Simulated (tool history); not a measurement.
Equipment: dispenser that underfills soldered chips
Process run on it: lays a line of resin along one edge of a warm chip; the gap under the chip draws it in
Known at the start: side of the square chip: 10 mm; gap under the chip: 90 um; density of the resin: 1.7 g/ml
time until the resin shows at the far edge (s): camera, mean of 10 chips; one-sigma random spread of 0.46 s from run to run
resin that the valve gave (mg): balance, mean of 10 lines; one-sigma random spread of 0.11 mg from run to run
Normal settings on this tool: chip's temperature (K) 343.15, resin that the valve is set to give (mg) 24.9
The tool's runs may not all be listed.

run	day	chip's temperature (K)	resin that the valve is set to give (mg)	time until the resin shows at the far edge (s)	resin that the valve gave (mg)
1	0.000	343.15	24.9	37.9	24.27
2	0.179	343.15	24.9	48.7	24.33
3	0.325	343.15	24.9	61.6	24.23
4	0.588	343.15	24.9	89.9	24.05
# day 0.658: new syringe of resin
5	0.817	336.15	24.9	55.7	24.05
6	1.167	336.15	24.9	94.8	23.68
# day 1.362: new syringe of resin
7	1.517	336.15	24.9	57.1	23.67
8	1.767	343.15	24.9	63.7	23.79
9	1.975	353.15	22.9	62.0	21.58
# day 2.075: new syringe of resin
10	2.179	344.15	22.2	41.1	20.95
11	2.517	330.15	30.2	106.7	28.09
# day 2.779: new syringe of resin
12	2.812	335.15	24.1	48.4	22.49
13	2.988	350.15	22.7	38.5	21.02
14	3.208	348.15	25.0	54.5	23.11
15	3.408	342.15	22.4	91.2	20.80

For some of the steps in time until the resin shows at the far edge (s) from one run to the next: how much would appear even if the tool had no hidden state, given the settings, what came in and random variation, and how much remains for the hidden state plus any gauge scatter that the measured result and the result without hidden state don't share?
Hidden conditions of the tool in this case: resin's viscosity, % of fresh resin's; dose that the valve gives, % of what is set; true chip temperature over the reading, C; drift of the gauge itself on fill_s, %; drift of the gauge itself on given_mg, %.
Run 10 -> 11: chip's temperature (K) 344.15 -> 330.15, resin that the valve is set to give (mg) 22.2 -> 30.2. time until the resin shows at the far edge (s) +65.6: hidden state +45.3, all else +20.3.
Run 11 -> 12: chip's temperature (K) 330.15 -> 335.15, resin that the valve is set to give (mg) 30.2 -> 24.1, new syringe of resin. time until the resin shows at the far edge (s) -58.3: hidden state -50.3, all else -8.0.
